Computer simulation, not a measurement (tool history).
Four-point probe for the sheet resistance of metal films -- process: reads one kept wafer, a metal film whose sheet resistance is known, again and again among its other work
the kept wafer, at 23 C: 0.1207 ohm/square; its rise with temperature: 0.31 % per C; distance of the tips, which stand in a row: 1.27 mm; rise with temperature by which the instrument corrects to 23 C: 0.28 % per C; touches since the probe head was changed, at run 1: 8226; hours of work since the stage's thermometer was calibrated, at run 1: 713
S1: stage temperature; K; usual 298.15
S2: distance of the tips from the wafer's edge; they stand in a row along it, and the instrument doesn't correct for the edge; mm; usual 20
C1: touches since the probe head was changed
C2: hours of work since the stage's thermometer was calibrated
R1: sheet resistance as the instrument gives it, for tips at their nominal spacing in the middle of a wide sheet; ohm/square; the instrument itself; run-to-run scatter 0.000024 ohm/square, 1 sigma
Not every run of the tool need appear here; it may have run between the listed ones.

| run | day | S1 | S2 | C1 | C2 | R1 |
|---|---|---|---|---|---|---|
| 1 | 0 | 298.15 | 20 | 8226 | 713 | 0.121097 |
| 2 | 1.158 | 296.15 | 20 | 8768 | 730 | 0.121016 |
| 3 | 1.883 | 296.15 | 20 | 9108 | 740 | 0.120947 |
| 4 | 3.404 | 298.15 | 63 | 9822 | 762 | 0.120858 |
| 5 | 4.988 | 298.15 | 58 | 10565 | 785 | 0.120836 |
| 6 | 6.188 | 302.15 | 20 | 11126 | 802 | 0.121201 |
| 7 | 7.621 | 302.15 | 20 | 11798 | 822 | 0.121215 |
| 8 | 8.9 | 302.15 | 20 | 12399 | 841 | 0.121176 |
| 9 | 10.3 | 302.15 | 20 | 13056 | 861 | 0.121116 |
| 10 | 11.667 | 294.15 | 20 | 13695 | 880 | 0.120894 |
| 11 | 13.262 | 294.15 | 20 | 14445 | 903 | 0.120904 |
| 12 | 14.058 | 294.15 | 20 | 14817 | 915 | 0.12086 |
| 13 | 15.596 | 294.15 | 20 | 15538 | 937 | 0.120893 |
| 14 | 16.462 | 300.15 | 20 | 15944 | 949 | 0.121056 |
| 15 | 18.017 | 293.15 | 4 | 16674 | 971 | 0.126686 |
| 16 | 19.233 | 298.15 | 14 | 17243 | 989 | 0.121189 |
| 17 | 20.117 | 301.15 | 14 | 17657 | 1001 | 0.121339 |
| 18 | 21.008 | 301.15 | 14 | 18075 | 1014 | 0.121369 |
| 19 | 21.983 | 306.15 | 5 | 18532 | 1028 | 0.125007 |
| 20 | 23.329 | 306.15 | 5 | 19163 | 1047 | 0.125005 |
| 21 | 24.354 | 306.15 | 5 | 19644 | 1062 | 0.12502 |
| 22 | 25.062 | 295.15 | 15 | 19977 | 1072 | 0.121047 |
| 23 | 26.567 | 295.15 | 15 | 20682 | 1094 | 0.120982 |
| 24 | 28.204 | 295.15 | 15 | 21448 | 1117 | 0.121028 |
| 25 | 29.5 | 295.15 | 5 | 22057 | 1136 | 0.124556 |
| 26 | 30.771 | 298.15 | 11 | 22652 | 1154 | 0.121498 |
| 27 | 31.55 | 293.15 | 6 | 23016 | 1165 | 0.123304 |

5 options for the next run, each taken on its own from the tool as it stands now. Forecast them:
| A | 32.633 | 298.15 | 16 | 23525 | 1181 | ? |
| B | 32.633 | 302.15 | 3 | 23525 | 1181 | ? |
| C | 32.633 | 295.15 | 7 | 23525 | 1181 | ? |
| D | 32.633 | 307.15 | 72 | 23525 | 1181 | ? |
| E | 32.633 | 293.15 | 10 | 23525 | 1181 | ? |

| run | R1 |
|---|---|
| A | 0.121058 |
| B | 0.131294 |
| C | 0.122598 |
| D | 0.120925 |
| E | 0.121492 |
With no hidden state in the tool, these same runs would have given:
| run | R1 |
|---|---|
| A | 0.121215 |
| B | 0.131463 |
| C | 0.122757 |
| D | 0.121084 |
| E | 0.12165 |
